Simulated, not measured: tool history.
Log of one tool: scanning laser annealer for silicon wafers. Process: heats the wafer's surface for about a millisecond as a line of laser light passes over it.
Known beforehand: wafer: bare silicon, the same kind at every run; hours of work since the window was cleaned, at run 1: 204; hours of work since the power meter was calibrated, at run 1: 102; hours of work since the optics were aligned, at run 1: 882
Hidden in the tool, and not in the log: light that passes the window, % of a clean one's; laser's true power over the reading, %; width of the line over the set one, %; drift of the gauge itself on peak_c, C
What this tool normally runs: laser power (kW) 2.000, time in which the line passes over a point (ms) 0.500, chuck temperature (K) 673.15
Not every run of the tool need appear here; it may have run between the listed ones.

run,hour,laser power (kW),time in which the line passes over a point (ms),chuck temperature (K),hours of work since the window was cleaned,hours of work since the power meter was calibrated,hours of work since the optics were aligned,highest temperature of the surface (K)
1,0.0,2.000,0.500,673.15,204,102,882,1443.15
2,7.0,2.000,0.500,673.15,207,105,885,1436.15
3,12.6,2.000,0.500,673.15,209,107,888,1435.15
4,18.0,2.000,0.500,673.15,211,109,890,1435.15
5,22.5,2.000,0.500,673.15,213,111,891,1440.15
6,30.1,2.000,0.500,673.15,216,114,895,1441.15
7,38.4,2.000,0.500,673.15,219,117,898,1438.15
8,46.0,2.000,0.500,673.15,222,120,901,1438.15
9,54.5,2.000,0.500,673.15,226,124,904,1437.15
10,61.4,2.000,0.500,673.15,229,127,907,1438.15
11,66.5,2.000,0.500,673.15,231,129,909,1436.15
# hour 72.1: optics aligned, line set to its width
12,80.1,1.891,0.512,638.15,234,132,3,1361.15
# hour 91.3: optics aligned, line set to its width, once more
13,93.2,1.930,0.519,693.15,237,135,1,1448.15

The next listed run, before its measurement:
14,100.5,1.864,0.500,687.15,240,138,4,?

{"run 14": {"highest temperature of the surface (K)": 1400.15}}
The same run, on a tool lacking any hidden state, would have yielded highest temperature of the surface (K) 1417.15.
